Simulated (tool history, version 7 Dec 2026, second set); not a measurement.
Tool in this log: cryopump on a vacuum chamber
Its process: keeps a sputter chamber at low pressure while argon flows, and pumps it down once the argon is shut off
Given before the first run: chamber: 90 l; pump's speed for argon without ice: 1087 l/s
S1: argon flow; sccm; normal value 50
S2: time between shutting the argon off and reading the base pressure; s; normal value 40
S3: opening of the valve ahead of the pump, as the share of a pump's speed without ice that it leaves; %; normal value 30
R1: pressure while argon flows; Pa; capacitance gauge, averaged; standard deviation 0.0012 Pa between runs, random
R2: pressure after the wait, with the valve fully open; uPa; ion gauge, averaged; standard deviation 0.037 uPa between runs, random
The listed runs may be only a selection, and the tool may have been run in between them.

run	hour	S1	S2	S3	R1	R2
1	0.0	50	40	30	0.2644	3.39
2	8.7	50	40	30	0.2623	3.39
3	20.0	50	107	30	0.2637	2.23
4	32.6	35	40	30	0.1847	3.44
5	44.3	35	40	30	0.1866	3.37
6	59.3	50	217	30	0.2632	1.98
7	74.2	50	217	30	0.2649	1.92
8	82.2	50	217	30	0.2635	1.93
9	96.3	50	217	30	0.2638	1.94
10	109.1	50	40	30	0.2665	3.48
11	122.9	50	40	30	0.2642	3.48
12	138.4	64	40	30	0.3402	3.56
13	146.4	76	40	28	0.4318	3.56
14	159.4	76	40	28	0.4330	3.46
15	171.1	47	119	18	0.4127	2.31
16	179.9	47	119	18	0.4137	2.32
17	194.5	47	119	18	0.4133	2.29
18	204.8	52	58	47	0.1785	2.92
19	216.8	50	225	34	0.2354	1.98
20	224.2	38	41	30	0.2016	3.57
21	235.9	38	41	30	0.2014	3.54
22	244.5	50	24	37	0.2161	4.70
23	260.1	93	40	31	0.4795	3.57

Below are 5 alternative next runs, each starting from the tool's condition after run 23. Predict each:
A	268.7	93	88	31	?	?
B	268.7	50	107	30	?	?
C	268.7	50	39	30	?	?
D	268.7	30	73	52	?	?
E	268.7	93	84	51	?	?

run	R1	R2
A	0.4789	2.55
B	0.2648	2.38
C	0.2652	3.61
D	0.0951	2.81
E	0.2955	2.65
Stripped of hidden state, with their random variation kept, the same runs would have yielded:
run	R1	R2
A	0.4654	1.10
B	0.2575	0.92
C	0.2580	2.15
D	0.0908	1.30
E	0.2821	1.15

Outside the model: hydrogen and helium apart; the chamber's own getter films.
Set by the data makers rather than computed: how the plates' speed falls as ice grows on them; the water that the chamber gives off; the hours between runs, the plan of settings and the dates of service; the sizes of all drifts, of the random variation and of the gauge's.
